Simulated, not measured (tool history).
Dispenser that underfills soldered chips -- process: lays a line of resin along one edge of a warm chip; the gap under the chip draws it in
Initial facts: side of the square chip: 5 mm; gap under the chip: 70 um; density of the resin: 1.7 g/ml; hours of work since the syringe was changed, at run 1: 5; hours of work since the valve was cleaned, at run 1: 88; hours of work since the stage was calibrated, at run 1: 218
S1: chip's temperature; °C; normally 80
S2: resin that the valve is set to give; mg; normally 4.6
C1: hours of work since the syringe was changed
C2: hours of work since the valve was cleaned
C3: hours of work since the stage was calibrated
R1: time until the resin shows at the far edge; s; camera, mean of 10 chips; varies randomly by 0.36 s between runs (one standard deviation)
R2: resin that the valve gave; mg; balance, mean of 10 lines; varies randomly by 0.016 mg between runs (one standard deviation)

run   hour  S1    S2  C1  C2   C3    R1    R2
  1      0  80   4.6   5  88  218  27.1   4.4
       2.4  -- dispensing valve cleaned and set on the balance
       5.5  -- new syringe of resin
  2   10.1  80  5.56   3   5  225  25.9  5.56
      16.3  -- new syringe of resin
  3   16.5  80   4.6   0  10  229  19.8  4.56
  4   23.3  80  4.13   5  14  234  30.1   4.1
      27.2  -- new syringe of resin
  5     29  80  4.13   1  18  238    22  4.07
  6   34.7  80  4.13   5  22  242    30   4.1
      38.6  -- new syringe of resin
  7     41  80  4.13   2  27  246  22.7   4.1
  8   46.9  80  4.13   6  31  250  31.6  4.04
      49.6  -- new syringe of resin
  9   58.7  80  3.97   6  39  258  33.4  3.88
      60.9  -- new syringe of resin
 10     65  92   4.6   3  43  263  15.6  4.51
      72.3  -- new syringe of resin
 11   74.3  80   4.6   1  50  269  21.4  4.45
      83.2  -- new syringe of resin
 12   86.8  80  5.67   3  58  278  23.1  5.48
 13   92.7  80  5.67   7  63  282  32.6  5.49
      94.7  -- new syringe of resin
 14    102  80  5.67   5  69  288  28.1   5.5
     105.9  -- new syringe of resin
 15  107.3  80  5.67   1  72  292  20.3  5.48
 16  115.2  94   4.6   7  78  297  18.9   4.4
     117.3  -- new syringe of resin
 17  124.2  77  5.67   5  84  304  31.5  5.41
     128.2  -- new syringe of resin
     132.5  -- dispensing valve cleaned and set on the balance
 18  132.5  80  5.08   2   0  309  22.4  5.09
 19  138.1  83  5.26   6   4  313  26.8  5.25
     140.6  -- new syringe of resin
 20  145.7  65  4.29   4   9  318    47  4.28
     151.4  -- new syringe of resin
 21    154  80  4.77   2  15  324  21.7  4.72
     162.4  -- new syringe of resin
 22  163.9  80  4.77   1  22  330  20.7  4.72
     173.5  -- new syringe of resin
 23  173.5  89  5.08   0  28  337  13.7  5.03
 24    181  89  5.08   5  34  342  19.8  5.01
     184.8  -- new syringe of resin
 25  186.8  89  5.08   1  38  346  15.4  4.99
 26  194.1  89  5.08   7  43  351    22  4.98
     196.4  -- new syringe of resin
 27  203.8  89  5.08   5  49  358  20.8  4.94
     207.4  -- new syringe of resin
 28  209.5  95  4.46   2  53  362  11.9  4.38
 29  216.8  74     4   7  58  367  41.6  3.89
     218.6  -- new syringe of resin
 30  226.3  74     4   5  65  374  38.4  3.88
     229.8  -- new syringe of resin
 31  233.7  68     4   3  70  379  39.7  3.83

The same runs without the tool's hidden state, with the same run-to-run variation:
The tool's hidden condition here consists of: resin's viscosity, % of fresh resin's; dose that the valve gives, % of what is set; true chip temperature over the reading, C; drift of the gauge itself on fill_s, %; drift of the gauge itself on given_mg, %.
run    R1    R2
  1    20   4.6
  2  20.9  5.57
  3  20.2  4.58
  4  21.1  4.13
  5  21.2  4.11
  6  21.1  4.15
  7  21.1  4.16
  8  21.4  4.11
  9  21.1  3.96
 10  13.2  4.61
 11  20.5  4.57
 12  20.1  5.64
 13  20.6  5.67
 14  20.1   5.7
 15  20.3  5.69
 16  12.1  4.58
 17    23  5.65
 18  20.4  5.08
 19  17.8  5.25
 20    38   4.3
 21  20.1  4.76
 22  20.4  4.77
 23  14.5   5.1
 24  13.8  5.09
 25  14.8  5.08
 26  14.3  5.08
 27  14.8  5.06
 28  11.2   4.5
 29  26.5  4.01
 30  26.9     4
 31  34.5  3.97
